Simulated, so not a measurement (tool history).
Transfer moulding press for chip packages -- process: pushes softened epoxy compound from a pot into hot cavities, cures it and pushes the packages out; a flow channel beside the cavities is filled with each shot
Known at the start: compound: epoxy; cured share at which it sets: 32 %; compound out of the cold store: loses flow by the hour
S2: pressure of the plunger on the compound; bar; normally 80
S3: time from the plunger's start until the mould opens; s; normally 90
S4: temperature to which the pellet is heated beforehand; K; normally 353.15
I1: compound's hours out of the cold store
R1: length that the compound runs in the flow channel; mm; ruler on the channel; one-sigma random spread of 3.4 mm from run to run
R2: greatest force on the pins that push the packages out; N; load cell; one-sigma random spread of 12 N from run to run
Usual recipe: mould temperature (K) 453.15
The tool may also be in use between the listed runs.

Run 1, hour 0: usual settings; I1 43.7. Result: R1 880 mm, R2 1084 N.
At hour 17.6: cavities cleaned with cleaning compound and waxed.
Run 2, hour 32.6: usual settings but S4 358.15 K; I1 17.2. Result: R1 1008 mm, R2 782 N.
Run 3, hour 79: usual settings but S4 358.15 K; I1 26.8. Result: R1 956 mm, R2 1043 N.
Run 4, hour 119: usual settings but S4 358.15 K; I1 36.5. Result: R1 904 mm, R2 1182 N.
At hour 124.3: cavities cleaned with cleaning compound and waxed.
Run 5, hour 147.6: usual settings; I1 44.5. Result: R1 866 mm, R2 757 N.
Run 6, hour 177.9: usual settings; I1 43.4. Result: R1 872 mm, R2 965 N.
Run 7, hour 212: usual settings; I1 25.1. Result: R1 953 mm, R2 1166 N.
At hour 232.4: cavities cleaned with cleaning compound and waxed.
Run 8, hour 261: usual settings but S4 350.15 K; I1 44.1. Result: R1 850 mm, R2 830 N.
Run 9, hour 310.1: usual settings but S2 92.7 bar, S4 350.15 K; I1 32.2. Result: R1 976 mm, R2 1131 N.
At hour 339.8: cavities cleaned with cleaning compound and waxed.
Run 10, hour 357.6: usual settings but S2 92.7 bar, S4 350.15 K; I1 25.3. Result: R1 1005 mm, R2 795 N.
Run 11, hour 398.2: usual settings but S2 92.7 bar, S4 350.15 K; I1 18.6. Result: R1 1038 mm, R2 1034 N.
Run 12, hour 425.4: usual settings but mould temperature (K) 456.15, S2 92.7 bar, S3 80 s, S4 344.15 K; I1 18.1. Result: R1 1024 mm, R2 1276 N.
At hour 443.1: plunger's sealing rings changed.
At hour 448.6: cavities cleaned with cleaning compound and waxed.
Run 13, hour 475.1: usual settings but mould temperature (K) 456.15, S2 92.7 bar, S3 80 s, S4 344.15 K; I1 26.4. Result: R1 1029 mm, R2 884 N.
Run 14, hour 528.5: usual settings but mould temperature (K) 456.15, S2 92.7 bar, S3 80 s, S4 344.15 K; I1 41.8. Result: R1 932 mm, R2 1118 N.
At hour 559: cavities cleaned with cleaning compound and waxed.
Run 15, hour 588.5: usual settings but mould temperature (K) 447.15, S4 355.15 K; I1 8.4. Result: R1 1071 mm, R2 1528 N.
Run 16, hour 627.7: usual settings but mould temperature (K) 457.15; I1 33.1. Result: R1 904 mm, R2 876 N.
At hour 641.2: mould's thermocouples calibrated.
At hour 667.5: cavities cleaned with cleaning compound and waxed.
Run 17, hour 690.8: usual settings but mould temperature (K) 457.15; I1 15.8. Result: R1 979 mm, R2 660 N.
Run 18, hour 747.2: usual settings but mould temperature (K) 452.15, S2 82.1 bar; I1 43.2. Result: R1 867 mm, R2 1070 N.
At hour 776: cavities cleaned with cleaning compound and waxed.
Run 19, hour 776: usual settings but mould temperature (K) 452.15, S2 77.8 bar, S3 124 s, S4 357.15 K; I1 41.6. Result: R1 847 mm, R2 466 N.
Run 20, hour 817.6: usual settings but mould temperature (K) 448.15, S2 64.1 bar, S3 124 s, S4 350.15 K; I1 21.1. Result: R1 869 mm, R2 764 N.

Below are 4 alternative next runs, each starting from the tool's condition after run 20. Predict each:
Run A, hour 857.7: usual settings but mould temperature (K) 448.15, S2 73.4 bar, S3 129 s, S4 363.15 K; I1 16.6. Result: R1 ?, R2 ?.
Run B, hour 857.7: usual settings but S2 64.1 bar, S3 124 s, S4 350.15 K; I1 22.5. Result: R1 ?, R2 ?.
Run C, hour 857.7: usual settings but mould temperature (K) 448.15, S2 87.7 bar, S4 356.15 K; I1 40. Result: R1 ?, R2 ?.
Run D, hour 857.7: usual settings but S3 84 s, S4 363.15 K; I1 19.5. Result: R1 ?, R2 ?.

run   R1    R2
  A  946   896
  B  843   840
  C  918  1475
  D  950  1205
What these runs would have given with no unlogged condition in the tool:
run   R1   R2
  A  988  478
  B  880  452
  C  959  771
  D  992  631
